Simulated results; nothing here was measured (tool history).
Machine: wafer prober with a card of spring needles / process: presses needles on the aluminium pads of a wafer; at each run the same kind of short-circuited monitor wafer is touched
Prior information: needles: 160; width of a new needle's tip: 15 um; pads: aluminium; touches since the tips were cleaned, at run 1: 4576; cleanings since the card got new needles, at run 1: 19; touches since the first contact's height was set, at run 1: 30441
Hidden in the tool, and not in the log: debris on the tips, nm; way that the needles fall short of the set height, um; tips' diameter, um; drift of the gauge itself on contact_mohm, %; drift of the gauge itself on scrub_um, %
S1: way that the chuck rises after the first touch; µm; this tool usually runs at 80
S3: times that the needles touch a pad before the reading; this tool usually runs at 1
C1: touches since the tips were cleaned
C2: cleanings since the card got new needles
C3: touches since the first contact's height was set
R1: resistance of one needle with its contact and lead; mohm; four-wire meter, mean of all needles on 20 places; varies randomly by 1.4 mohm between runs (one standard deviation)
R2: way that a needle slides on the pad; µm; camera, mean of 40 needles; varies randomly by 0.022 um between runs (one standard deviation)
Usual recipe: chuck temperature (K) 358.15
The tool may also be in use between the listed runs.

run 1 hour=0.0 | S1=80 chuck_temperature_(K)=358.15 S3=1 | C1=4576 C2=19 C3=30441 | R1=157 R2=21.28
-- hour=8.2 tips cleaned on abrasive film
run 2 hour=11.0 | S1=80 chuck_temperature_(K)=358.15 S3=1 | C1=1255 C2=20 C3=35299 | R1=138 R2=21.29
run 3 hour=22.7 | S1=80 chuck_temperature_(K)=358.15 S3=1 | C1=6510 C2=20 C3=40554 | R1=159 R2=21.27
-- hour=26.4 tips cleaned on abrasive film
run 4 hour=29.5 | S1=80 chuck_temperature_(K)=358.15 S3=1 | C1=1385 C2=21 C3=43540 | R1=140 R2=21.23
run 5 hour=37.8 | S1=80 chuck_temperature_(K)=358.15 S3=1 | C1=5076 C2=21 C3=47231 | R1=154 R2=21.25
-- hour=45.1 tips cleaned on abrasive film
run 6 hour=45.9 | S1=80 chuck_temperature_(K)=358.15 S3=1 | C1=345 C2=22 C3=50830 | R1=127 R2=21.21
run 7 hour=60.6 | S1=80 chuck_temperature_(K)=358.15 S3=1 | C1=6906 C2=22 C3=57391 | R1=160 R2=21.18
-- hour=63.3 tips cleaned on abrasive film
run 8 hour=74.9 | S1=69 chuck_temperature_(K)=358.15 S3=1 | C1=5214 C2=23 C3=63753 | R1=169 R2=18.29
-- hour=81.5 tips cleaned on abrasive film
-- hour=87.4 height of the first contact set anew
run 9 hour=87.4 | S1=69 chuck_temperature_(K)=358.15 S3=1 | C1=2503 C2=24 C3=0 | R1=159 R2=18.40
-- hour=99.9 tips cleaned on abrasive film
run 10 hour=101.0 | S1=80 chuck_temperature_(K)=309.15 S3=1 | C1=517 C2=25 C3=6059 | R1=125 R2=21.35
run 11 hour=111.7 | S1=80 chuck_temperature_(K)=309.15 S3=1 | C1=5295 C2=25 C3=10837 | R1=153 R2=21.36
-- hour=118.0 tips cleaned on abrasive film
run 12 hour=119.6 | S1=80 chuck_temperature_(K)=309.15 S3=1 | C1=737 C2=26 C3=14316 | R1=128 R2=21.31
run 13 hour=131.1 | S1=80 chuck_temperature_(K)=309.15 S3=1 | C1=5881 C2=26 C3=19460 | R1=159 R2=21.35
-- hour=136.2 tips cleaned on abrasive film
run 14 hour=143.3 | S1=80 chuck_temperature_(K)=309.15 S3=1 | C1=3176 C2=27 C3=24857 | R1=147 R2=21.29
-- hour=154.4 tips cleaned on abrasive film
run 15 hour=158.2 | S1=64 chuck_temperature_(K)=339.15 S3=2 | C1=1727 C2=28 C3=31486 | R1=138 R2=17.00
run 16 hour=165.2 | S1=92 chuck_temperature_(K)=339.15 S3=3 | C1=4836 C2=28 C3=34595 | R1=125 R2=24.49
-- hour=172.8 tips cleaned on abrasive film
run 17 hour=177.1 | S1=92 chuck_temperature_(K)=339.15 S3=3 | C1=1927 C2=29 C3=39871 | R1=121 R2=24.47
run 18 hour=184.5 | S1=92 chuck_temperature_(K)=326.15 S3=2 | C1=5226 C2=29 C3=43170 | R1=133 R2=24.46
-- hour=191.9 tips cleaned on abrasive film
run 19 hour=194.7 | S1=92 chuck_temperature_(K)=326.15 S3=2 | C1=1253 C2=30 C3=47699 | R1=122 R2=24.47
run 20 hour=201.4 | S1=92 chuck_temperature_(K)=326.15 S3=2 | C1=4271 C2=30 C3=50717 | R1=132 R2=24.48
-- hour=210.3 tips cleaned on abrasive film
run 21 hour=214.2 | S1=92 chuck_temperature_(K)=350.15 S3=2 | C1=1757 C2=31 C3=56382 | R1=128 R2=24.40
run 22 hour=220.5 | S1=61 chuck_temperature_(K)=318.15 S3=2 | C1=4573 C2=31 C3=59198 | R1=157 R2=16.13
run 23 hour=227.3 | S1=61 chuck_temperature_(K)=318.15 S3=2 | C1=7588 C2=31 C3=62213 | R1=164 R2=16.16
-- hour=229.2 tips cleaned on abrasive film
run 24 hour=237.5 | S1=61 chuck_temperature_(K)=318.15 S3=2 | C1=3712 C2=32 C3=66745 | R1=157 R2=16.12

Predict the results of run 25:
-- hour=243.6 height of the first contact set anew
-- hour=247.5 tips cleaned on abrasive film
run 25 hour=247.5 | S1=92 chuck_temperature_(K)=307.15 S3=2 | C1=0 C2=33 C3=1726 | R1=? R2=?

R1: 115 mohm
R2: 24.56 µm
Had the tool carried no hidden state, the very same run would have given R1 112 mohm, R2 24.58 µm.
